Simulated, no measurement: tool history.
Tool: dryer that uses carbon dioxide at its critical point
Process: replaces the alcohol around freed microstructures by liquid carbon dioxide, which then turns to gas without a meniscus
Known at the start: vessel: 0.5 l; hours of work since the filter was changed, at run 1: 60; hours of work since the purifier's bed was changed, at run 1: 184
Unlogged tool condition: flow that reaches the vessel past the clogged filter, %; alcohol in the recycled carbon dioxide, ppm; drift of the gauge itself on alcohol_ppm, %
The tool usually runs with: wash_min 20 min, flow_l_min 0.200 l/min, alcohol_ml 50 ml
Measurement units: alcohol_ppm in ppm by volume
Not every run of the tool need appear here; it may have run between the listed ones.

| run | hour | wash_min | flow_l_min | alcohol_ml | hours of work since the filter was changed | hours of work since the purifier's bed was changed | alcohol_ppm |
|---|---|---|---|---|---|---|---|
| 1 | 0.0 | 20 | 0.200 | 50 | 60 | 184 | 156 |
| 2 | 11.5 | 20 | 0.219 | 50 | 64 | 187 | 96 |
| 3 | 30.8 | 20 | 0.177 | 50 | 70 | 194 | 315 |
| 4 | 48.7 | 20 | 0.177 | 50 | 76 | 200 | 310 |
| 5 | 62.0 | 20 | 0.177 | 50 | 81 | 204 | 328 |
| 6 | 82.5 | 20 | 0.247 | 50 | 88 | 211 | 40 |
| 7 | 101.1 | 20 | 0.200 | 50 | 94 | 217 | 181 |
| 8 | 118.1 | 20 | 0.200 | 50 | 99 | 223 | 172 |
| 9 | 136.9 | 20 | 0.200 | 50 | 106 | 229 | 175 |
| 10 | 156.8 | 20 | 0.200 | 50 | 112 | 236 | 195 |
| 11 | 174.1 | 20 | 0.200 | 50 | 118 | 242 | 189 |
| 12 | 192.4 | 20 | 0.200 | 50 | 124 | 248 | 190 |
| 13 | 202.1 | 19 | 0.200 | 50 | 127 | 251 | 258 |
| 14 | 212.3 | 19 | 0.200 | 50 | 131 | 254 | 261 |
| 15 | 230.5 | 19 | 0.200 | 50 | 137 | 260 | 272 |
| 16 | 242.0 | 19 | 0.200 | 26 | 141 | 264 | 148 |
| 17 | 259.0 | 15 | 0.200 | 50 | 146 | 270 | 888 |
| 18 | 271.8 | 15 | 0.175 | 50 | 150 | 274 | 1524 |
| 19 | 292.1 | 15 | 0.175 | 50 | 157 | 281 | 1607 |
|  | 299.5 | inlet filter changed |
| 20 | 306.4 | 12 | 0.200 | 50 | 2 | 285 | 1804 |
| 21 | 322.4 | 12 | 0.200 | 50 | 8 | 291 | 1807 |
| 22 | 337.7 | 20 | 0.142 | 50 | 13 | 296 | 838 |
| 23 | 353.1 | 20 | 0.142 | 50 | 18 | 301 | 833 |
| 24 | 369.8 | 20 | 0.200 | 57 | 23 | 306 | 182 |
| 25 | 388.0 | 31 | 0.212 | 57 | 29 | 312 | 37 |
| 26 | 398.9 | 31 | 0.212 | 57 | 33 | 316 | 35 |
| 27 | 407.9 | 31 | 0.212 | 57 | 36 | 319 | 33 |
| 28 | 428.0 | 31 | 0.212 | 57 | 43 | 326 | 36 |
| 29 | 442.7 | 31 | 0.212 | 57 | 48 | 331 | 33 |
| 30 | 454.3 | 31 | 0.212 | 57 | 51 | 334 | 38 |
| 31 | 470.4 | 31 | 0.212 | 57 | 57 | 340 | 44 |
| 32 | 485.4 | 14 | 0.197 | 31 | 62 | 345 | 719 |
| 33 | 494.9 | 14 | 0.252 | 106 | 65 | 348 | 744 |
| 34 | 510.0 | 20 | 0.146 | 21 | 70 | 353 | 378 |
| 35 | 518.2 | 20 | 0.146 | 21 | 73 | 356 | 368 |
| 36 | 538.1 | 20 | 0.146 | 21 | 79 | 362 | 395 |
| 37 | 547.8 | 14 | 0.127 | 95 | 83 | 365 | 10087 |
| 38 | 556.6 | 20 | 0.152 | 67 | 85 | 368 | 960 |
| 39 | 576.6 | 21 | 0.200 | 69 | 92 | 375 | 199 |
| 40 | 594.8 | 31 | 0.200 | 43 | 98 | 381 | 34 |
| 41 | 607.4 | 20 | 0.165 | 50 | 102 | 385 | 544 |
| 42 | 627.2 | 20 | 0.165 | 50 | 109 | 392 | 540 |
| 43 | 646.1 | 29 | 0.200 | 51 | 115 | 398 | 51 |
| 44 | 661.1 | 32 | 0.145 | 24 | 120 | 403 | 61 |
| 45 | 680.3 | 20 | 0.208 | 86 | 127 | 410 | 292 |
| 46 | 693.1 | 16 | 0.220 | 21 | 131 | 414 | 202 |
| 47 | 712.6 | 27 | 0.200 | 50 | 137 | 420 | 59 |

Selected run-to-run steps in alcohol_ppm, each split into two signed amounts: the part the tool would show with no hidden state at all (from settings, incoming material and random variation), and the remainder, which goes to the hidden state together with any gauge scatter not common to the measured and the hidden-state-free results:
Run 19 -> 20: wash_min 15 -> 12, flow_l_min 0.175 -> 0.200, inlet filter changed. alcohol_ppm +197 ppm by volume: hidden state -390, all else +587.
Run 21 -> 22: wash_min 12 -> 20, flow_l_min 0.200 -> 0.142. alcohol_ppm -969 ppm by volume: hidden state -35, all else -934.
Run 36 -> 37: wash_min 20 -> 14, flow_l_min 0.146 -> 0.127, alcohol_ml 21 -> 95. alcohol_ppm +9692 ppm by volume: hidden state +1399, all else +8293.
Run 37 -> 38: wash_min 14 -> 20, flow_l_min 0.127 -> 0.152, alcohol_ml 95 -> 67. alcohol_ppm -9127 ppm by volume: hidden state -1254, all else -7873.
